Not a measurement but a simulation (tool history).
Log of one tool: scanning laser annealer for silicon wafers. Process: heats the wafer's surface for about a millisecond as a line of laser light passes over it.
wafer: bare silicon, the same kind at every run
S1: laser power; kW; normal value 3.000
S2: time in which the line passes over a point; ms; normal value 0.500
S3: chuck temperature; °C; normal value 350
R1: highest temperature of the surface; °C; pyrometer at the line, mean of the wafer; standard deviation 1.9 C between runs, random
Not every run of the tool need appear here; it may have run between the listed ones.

| run | hour | S1 | S2 | S3 | R1 |
|---|---|---|---|---|---|
| 1 | 0.0 | 3.000 | 0.500 | 350 | 1089 |
| 2 | 21.6 | 3.000 | 0.500 | 350 | 1085 |
| 3 | 52.3 | 3.000 | 0.500 | 384 | 1118 |
| 4 | 69.8 | 3.000 | 0.500 | 384 | 1118 |
| 5 | 85.4 | 3.000 | 0.500 | 314 | 1043 |
| 6 | 117.6 | 3.000 | 0.500 | 314 | 1044 |
| 7 | 148.4 | 3.000 | 0.500 | 314 | 1044 |
| 8 | 177.1 | 3.000 | 0.500 | 384 | 1114 |
| 9 | 194.8 | 3.000 | 0.500 | 384 | 1114 |
| 10 | 221.4 | 3.000 | 0.500 | 384 | 1108 |
| 11 | 251.7 | 3.000 | 0.500 | 384 | 1112 |
| 12 | 279.3 | 3.000 | 0.500 | 350 | 1076 |
| 13 | 303.1 | 3.000 | 0.500 | 350 | 1075 |
| 14 | 332.2 | 3.000 | 0.500 | 350 | 1074 |
| 15 | 359.9 | 3.000 | 0.500 | 350 | 1075 |
| 16 | 382.3 | 2.715 | 0.500 | 350 | 982 |
| 17 | 416.1 | 3.000 | 0.500 | 350 | 1074 |
| 18 | 449.6 | 3.000 | 0.500 | 350 | 1069 |
| 19 | 475.3 | 3.000 | 0.500 | 350 | 1072 |
| 20 | 498.9 | 3.000 | 0.500 | 350 | 1065 |
| 21 | 524.1 | 3.000 | 0.500 | 357 | 1074 |
| 22 | 548.1 | 2.885 | 0.366 | 319 | 901 |
| 23 | 572.8 | 2.885 | 0.366 | 319 | 908 |
| 24 | 596.5 | 2.742 | 0.366 | 351 | 898 |
| 25 | 616.0 | 3.068 | 0.511 | 343 | 1087 |
| 26 | 637.8 | 3.000 | 0.435 | 355 | 1023 |
| 27 | 662.7 | 3.000 | 0.435 | 355 | 1019 |
| 28 | 690.9 | 2.603 | 0.419 | 355 | 894 |
| 29 | 727.1 | 3.150 | 0.460 | 350 | 1082 |
| 30 | 750.8 | 2.981 | 0.458 | 354 | 1033 |
| 31 | 773.0 | 2.981 | 0.458 | 354 | 1031 |
| 32 | 788.2 | 2.739 | 0.500 | 361 | 989 |
|  | 795.3 | window over the wafer cleaned |
| 33 | 820.4 | 2.869 | 0.578 | 372 | 1100 |
| 34 | 854.0 | 2.869 | 0.578 | 372 | 1104 |
| 35 | 874.7 | 3.187 | 0.354 | 350 | 1013 |
| 36 | 905.1 | 3.187 | 0.354 | 350 | 1015 |
|  | 924.6 | optics aligned, line set to its width |
| 37 | 939.8 | 3.035 | 0.509 | 371 | 1136 |
| 38 | 956.6 | 2.909 | 0.353 | 340 | 947 |
| 39 | 988.5 | 2.871 | 0.551 | 339 | 1074 |
| 40 | 1014.1 | 3.139 | 0.388 | 329 | 1033 |
| 41 | 1049.2 | 3.139 | 0.388 | 329 | 1031 |

The logged runs with the hidden state left out (each run's random variation unchanged):
What the log doesn't record here: light that passes the window, % of a clean one's; laser's true power over the reading, %; width of the line over the set one, %; drift of the gauge itself on peak_c, C.
| run | R1 |
|---|---|
| 1 | 1111 |
| 2 | 1108 |
| 3 | 1143 |
| 4 | 1143 |
| 5 | 1069 |
| 6 | 1071 |
| 7 | 1071 |
| 8 | 1142 |
| 9 | 1143 |
| 10 | 1138 |
| 11 | 1143 |
| 12 | 1108 |
| 13 | 1108 |
| 14 | 1108 |
| 15 | 1109 |
| 16 | 1013 |
| 17 | 1110 |
| 18 | 1107 |
| 19 | 1110 |
| 20 | 1105 |
| 21 | 1114 |
| 22 | 935 |
| 23 | 942 |
| 24 | 931 |
| 25 | 1132 |
| 26 | 1064 |
| 27 | 1061 |
| 28 | 929 |
| 29 | 1130 |
| 30 | 1078 |
| 31 | 1077 |
| 32 | 1032 |
| 33 | 1135 |
| 34 | 1140 |
| 35 | 1047 |
| 36 | 1050 |
| 37 | 1145 |
| 38 | 955 |
| 39 | 1085 |
| 40 | 1044 |
| 41 | 1043 |
